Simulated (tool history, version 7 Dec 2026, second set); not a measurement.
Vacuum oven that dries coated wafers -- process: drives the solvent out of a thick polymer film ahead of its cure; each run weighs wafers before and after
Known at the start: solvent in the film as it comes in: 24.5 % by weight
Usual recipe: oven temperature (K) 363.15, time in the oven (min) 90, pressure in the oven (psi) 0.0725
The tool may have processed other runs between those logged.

| run | hour | oven temperature (K) | time in the oven (min) | pressure in the oven (psi) | solvent left in the film (%) |
|---|---|---|---|---|---|
| 1 | 0.0 | 363.15 | 90 | 0.0725 | 2.71 |
| 2 | 92.0 | 363.15 | 90 | 0.0725 | 2.65 |
| 3 | 176.0 | 363.15 | 87 | 0.0725 | 2.77 |
| 4 | 226.9 | 363.15 | 90 | 0.0912 | 2.64 |
| 5 | 301.4 | 363.15 | 90 | 0.0725 | 2.53 |
| 6 | 372.1 | 363.15 | 90 | 0.0725 | 2.54 |
| 7 | 440.1 | 363.15 | 90 | 0.0725 | 2.47 |
| 8 | 505.2 | 363.15 | 90 | 0.0725 | 2.50 |
| 9 | 586.3 | 363.15 | 90 | 0.2438 | 2.87 |
| 10 | 680.2 | 363.15 | 90 | 0.0379 | 2.31 |
| 11 | 722.7 | 363.15 | 90 | 0.0379 | 2.34 |
| 12 | 767.4 | 374.15 | 90 | 0.0725 | 0.51 |
| 13 | 818.1 | 363.15 | 90 | 0.0725 | 2.39 |
| 14 | 899.5 | 363.15 | 90 | 0.0725 | 2.36 |
| 15 | 959.4 | 363.15 | 90 | 0.1294 | 2.49 |
| 16 | 1043.5 | 363.15 | 90 | 0.1294 | 2.49 |
|  | 1086.9 | oven's thermocouples calibrated |
| 17 | 1113.1 | 363.15 | 90 | 0.1294 | 2.97 |
| 18 | 1184.3 | 363.15 | 90 | 0.0725 | 2.89 |
| 19 | 1262.7 | 363.15 | 90 | 0.0725 | 2.84 |
| 20 | 1349.2 | 363.15 | 153 | 0.0725 | 1.04 |
| 21 | 1444.3 | 363.15 | 90 | 0.0368 | 2.66 |
| 22 | 1496.8 | 363.15 | 90 | 0.0368 | 2.71 |
| 23 | 1573.7 | 363.15 | 90 | 0.0368 | 2.68 |
| 24 | 1627.4 | 378.15 | 90 | 0.0725 | 0.38 |
| 25 | 1692.3 | 378.15 | 90 | 0.0725 | 0.42 |
| 26 | 1778.6 | 378.15 | 90 | 0.0725 | 0.36 |

What will run 27 give?
| 27 | 1844.2 | 378.15 | 90 | 0.0725 | ? |

solvent left in the film (%): 0.37
The same run, on a tool lacking any hidden state, would have yielded solvent left in the film (%) 0.13.
